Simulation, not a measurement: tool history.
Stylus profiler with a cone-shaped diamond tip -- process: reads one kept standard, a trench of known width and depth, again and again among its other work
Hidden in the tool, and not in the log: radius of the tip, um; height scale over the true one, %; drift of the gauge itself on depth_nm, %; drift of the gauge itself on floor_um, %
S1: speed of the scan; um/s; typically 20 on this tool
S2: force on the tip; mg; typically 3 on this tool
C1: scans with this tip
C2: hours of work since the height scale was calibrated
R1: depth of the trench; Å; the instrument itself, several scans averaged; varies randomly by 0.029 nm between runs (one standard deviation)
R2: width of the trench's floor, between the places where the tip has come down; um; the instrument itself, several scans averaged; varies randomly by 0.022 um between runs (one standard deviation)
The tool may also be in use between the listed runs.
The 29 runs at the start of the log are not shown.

run	hour	S1	S2	C1	C2	R1	R2
30	513.4	34	3	4831	542	1010	98.4
31	536.3	5	2.08	4943	555	1008.8	98.48
32	558.7	5	2.08	5052	567	1008.6	98.44
33	582.7	5	2.08	5169	580	1008.4	98.46
34	606.1	16	1.16	5284	593	1006.6	98.42
35	625.4	45	2.72	5378	604	1009.6	98.37
36	646.7	45	2.72	5482	615	1009.9	98.36
37	667	43	1.52	5581	626	1008.5	98.3
38	682.7	69	1.19	5657	635	1007.1	98.22
39	705.7	44	3	5770	648	1010.6	98.36
40	731.1	44	3	5893	662	1010.4	98.34
41	746.7	8	2.01	5970	670	1009	98.45
42	762.8	9	1.53	6048	679	1007.7	98.44
43	778.5	19	2.19	6125	687	1009.1	98.43
44	798.1	19	2.19	6220	698	1009.4	98.42
45	814.4	33	5.76	6300	707	1015.1	98.38

Predict each of these 4 candidate next runs independently; none follows another, all start after run 45:
A	831.4	8	1.64	6383	716	?	?
B	831.4	39	3	6383	716	?	?
C	831.4	13	2.21	6383	716	?	?
D	831.4	11	1.45	6383	716	?	?

run	R1	R2
A	1008	98.46
B	1010.9	98.38
C	1009.2	98.43
D	1007.9	98.42
Without the tool's unlogged condition, the same runs would have read:
run	R1	R2
A	1005.1	98.6
B	1008	98.52
C	1006.3	98.57
D	1005	98.56
